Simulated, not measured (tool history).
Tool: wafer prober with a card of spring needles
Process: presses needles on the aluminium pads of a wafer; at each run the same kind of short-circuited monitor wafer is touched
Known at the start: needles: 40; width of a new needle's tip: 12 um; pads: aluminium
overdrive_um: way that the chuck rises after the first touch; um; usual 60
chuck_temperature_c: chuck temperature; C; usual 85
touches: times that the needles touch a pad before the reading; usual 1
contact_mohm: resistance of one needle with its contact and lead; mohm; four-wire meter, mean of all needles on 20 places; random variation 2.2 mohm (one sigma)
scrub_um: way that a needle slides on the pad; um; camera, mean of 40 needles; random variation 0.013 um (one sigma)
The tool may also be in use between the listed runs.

Run 1, day 0.000: usual settings. Result: contact_mohm 247 mohm, scrub_um 10.19 um.
At day 1.088: tips cleaned on abrasive film.
Run 2, day 1.842: usual settings. Result: contact_mohm 252 mohm, scrub_um 10.21 um.
At day 2.304: tips cleaned on abrasive film.
At day 3.417: tips cleaned on abrasive film.
Run 3, day 3.417: usual settings. Result: contact_mohm 249 mohm, scrub_um 10.20 um.
At day 4.546: tips cleaned on abrasive film.
At day 5.671: tips cleaned on abrasive film.
Run 4, day 6.279: usual settings. Result: contact_mohm 249 mohm, scrub_um 10.19 um.
At day 6.696: tips cleaned on abrasive film.
At day 7.767: tips cleaned on abrasive film.
Run 5, day 8.633: usual settings. Result: contact_mohm 247 mohm, scrub_um 10.19 um.
At day 8.867: tips cleaned on abrasive film.
At day 10.021: tips cleaned on abrasive film.
Run 6, day 10.275: usual settings. Result: contact_mohm 252 mohm, scrub_um 10.19 um.
At day 11.033: tips cleaned on abrasive film.
At day 12.092: tips cleaned on abrasive film.
At day 13.221: tips cleaned on abrasive film.
Run 7, day 13.221: usual settings. Result: contact_mohm 249 mohm, scrub_um 10.21 um.
At day 14.333: tips cleaned on abrasive film.
At day 15.558: tips cleaned on abrasive film.
At day 16.588: tips cleaned on abrasive film.
Run 8, day 16.717: usual settings. Result: contact_mohm 247 mohm, scrub_um 10.22 um.
At day 17.679: tips cleaned on abrasive film.
At day 18.867: tips cleaned on abrasive film.
At day 19.179: height of the first contact set anew.
Run 9, day 19.179: usual settings. Result: contact_mohm 248 mohm, scrub_um 10.23 um.
At day 19.921: tips cleaned on abrasive film.
At day 21.050: tips cleaned on abrasive film.
Run 10, day 21.167: usual settings. Result: contact_mohm 251 mohm, scrub_um 10.23 um.
At day 22.254: tips cleaned on abrasive film.
At day 23.408: tips cleaned on abrasive film.
At day 24.425: tips cleaned on abrasive film.
Run 11, day 24.425: usual settings but overdrive_um 54 um. Result: contact_mohm 249 mohm, scrub_um 9.20 um.
At day 25.658: tips cleaned on abrasive film.
At day 26.658: tips cleaned on abrasive film.
Run 12, day 27.379: usual settings but touches 2. Result: contact_mohm 249 mohm, scrub_um 10.23 um.
At day 27.842: tips cleaned on abrasive film.
At day 28.962: tips cleaned on abrasive film.
Run 13, day 29.475: usual settings but touches 2. Result: contact_mohm 254 mohm, scrub_um 10.23 um.
At day 30.167: tips cleaned on abrasive film.
At day 31.379: tips cleaned on abrasive film.
Run 14, day 31.912: usual settings but overdrive_um 71 um. Result: contact_mohm 250 mohm, scrub_um 12.11 um.
At day 32.546: tips cleaned on abrasive film.
At day 33.700: tips cleaned on abrasive film.
Run 15, day 34.342: usual settings but overdrive_um 71 um. Result: contact_mohm 250 mohm, scrub_um 12.09 um.

Forecast each of these 4 alternatives for the next run:
At day 34.838: tips cleaned on abrasive film.
At day 35.917: tips cleaned on abrasive film.
At day 37.033: tips cleaned on abrasive film.
Run A, day 37.742: usual settings but overdrive_um 44 um, chuck_temperature_c 57 C, touches 3. Result: contact_mohm ?, scrub_um ?.
At day 34.838: tips cleaned on abrasive film.
At day 35.917: tips cleaned on abrasive film.
At day 37.033: tips cleaned on abrasive film.
Run B, day 37.742: usual settings but touches 3. Result: contact_mohm ?, scrub_um ?.
At day 34.838: tips cleaned on abrasive film.
At day 35.917: tips cleaned on abrasive film.
At day 37.033: tips cleaned on abrasive film.
Run C, day 37.742: usual settings. Result: contact_mohm ?, scrub_um ?.
At day 34.838: tips cleaned on abrasive film.
At day 35.917: tips cleaned on abrasive film.
At day 37.033: tips cleaned on abrasive film.
Run D, day 37.742: usual settings but overdrive_um 45 um, chuck_temperature_c 31 C, touches 3. Result: contact_mohm ?, scrub_um ?.

run  contact_mohm  scrub_um
  A           243      7.49
  B           249     10.22
  C           247     10.24
  D           240      7.69
Without the tool's hidden state the same runs would have given:
run  contact_mohm  scrub_um
  A           242      7.45
  B           249     10.18
  C           246     10.20
  D           240      7.65

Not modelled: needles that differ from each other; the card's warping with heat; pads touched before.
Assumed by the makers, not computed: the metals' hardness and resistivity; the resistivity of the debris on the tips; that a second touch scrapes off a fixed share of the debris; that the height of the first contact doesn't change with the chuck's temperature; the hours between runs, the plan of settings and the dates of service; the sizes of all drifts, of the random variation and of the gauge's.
